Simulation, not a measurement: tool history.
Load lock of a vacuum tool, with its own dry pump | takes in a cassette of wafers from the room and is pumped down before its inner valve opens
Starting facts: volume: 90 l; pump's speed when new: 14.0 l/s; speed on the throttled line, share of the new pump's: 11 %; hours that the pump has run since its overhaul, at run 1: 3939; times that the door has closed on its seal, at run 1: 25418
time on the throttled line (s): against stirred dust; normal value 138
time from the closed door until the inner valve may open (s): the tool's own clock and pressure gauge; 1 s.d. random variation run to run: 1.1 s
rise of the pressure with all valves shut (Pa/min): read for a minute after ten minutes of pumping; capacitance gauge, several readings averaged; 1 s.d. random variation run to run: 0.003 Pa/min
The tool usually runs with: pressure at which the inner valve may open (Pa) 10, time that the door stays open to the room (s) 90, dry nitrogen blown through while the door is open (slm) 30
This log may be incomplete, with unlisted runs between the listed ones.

run     day  time on the throttled line (s)  pressure at which the inner valve may open (Pa)  time that the door stays open to the room (s)  dry nitrogen blown through while the door is open (slm)  hours that the pump has run since its overhaul  times that the door has closed on its seal  incoming humidity of the room's air, %  time from the closed door until the inner valve may open (s)  rise of the pressure with all valves shut (Pa/min)
  1   0.000                             138                                               10                                             90                                                       30                                            3939                                       25418                                    45.5                                                         183.0                                               0.026
  2   4.333                             138                                               10                                             90                                                       30                                            4043                                       25912                                    44.6                                                         184.5                                               0.027
  3   8.342                             138                                               10                                             90                                                       30                                            4139                                       26369                                    46.6                                                         182.5                                               0.027
  4  12.650                             138                                               10                                             90                                                       30                                            4243                                       26859                                    44.6                                                         183.6                                               0.024
  5  15.104                             138                                               10                                             90                                                       30                                            4302                                       27139                                    45.4                                                         183.8                                               0.023
  6  18.129                             138                                               10                                             90                                                       30                                            4374                                       27484                                    42.4                                                         182.2                                               0.028
  7  20.796                             138                                               12                                             90                                                       30                                            4438                                       27788                                    47.2                                                         183.6                                               0.026
  8  24.729                             138                                               12                                             90                                                       30                                            4533                                       28236                                    45.2                                                         182.2                                               0.026
  9  28.138                             138                                               12                                             90                                                       30                                            4614                                       28625                                    48.6                                                         181.4                                               0.029
 10  30.004                             138                                               12                                             90                                                       30                                            4659                                       28837                                    47.0                                                         182.6                                               0.023
 11  33.492                             121                                               10                                             90                                                       30                                            4743                                       29235                                    46.3                                                         166.1                                               0.023
 12  36.779                             121                                               10                                             90                                                       30                                            4822                                       29609                                    44.9                                                         167.8                                               0.027
 13  41.104                             138                                               10                                             90                                                       34                                            4926                                       30102                                    45.0                                                         182.8                                               0.026
 14  44.750                             138                                               10                                             90                                                       34                                            5013                                       30518                                    45.2                                                         183.8                                               0.024
 15  47.404                             138                                               10                                            129                                                       30                                            5077                                       30820                                    45.2                                                         182.8                                               0.030
 16  51.700                             138                                               10                                            129                                                       30                                            5180                                       31310                                    44.8                                                         183.8                                               0.027
 17  53.938                              73                                                8                                             94                                                       18                                            5234                                       31565                                    46.0                                                         127.1                                               0.035
 18  55.879                              73                                                8                                             94                                                       18                                            5280                                       31786                                    42.4                                                         126.4                                               0.032
 19  59.275                             268                                               10                                            123                                                       27                                            5362                                       32173                                    44.3                                                         295.9                                               0.029
 20  61.283                             110                                               11                                             72                                                       30                                            5410                                       32402                                    42.0                                                         158.3                                               0.024

Run 21 has not been measured yet. What should we expect?
 21  65.304                             110                                               12                                            200                                                       30                                            5506                                       32860                                    43.2                                                             ?                                                   ?

{"run 21": {"time from the closed door until the inner valve may open (s)": 154.0, "rise of the pressure with all valves shut (Pa/min)": 0.03}}
Had the tool carried no hidden state, the very same run would have given time from the closed door until the inner valve may open (s) 154.0, rise of the pressure with all valves shut (Pa/min) 0.029.
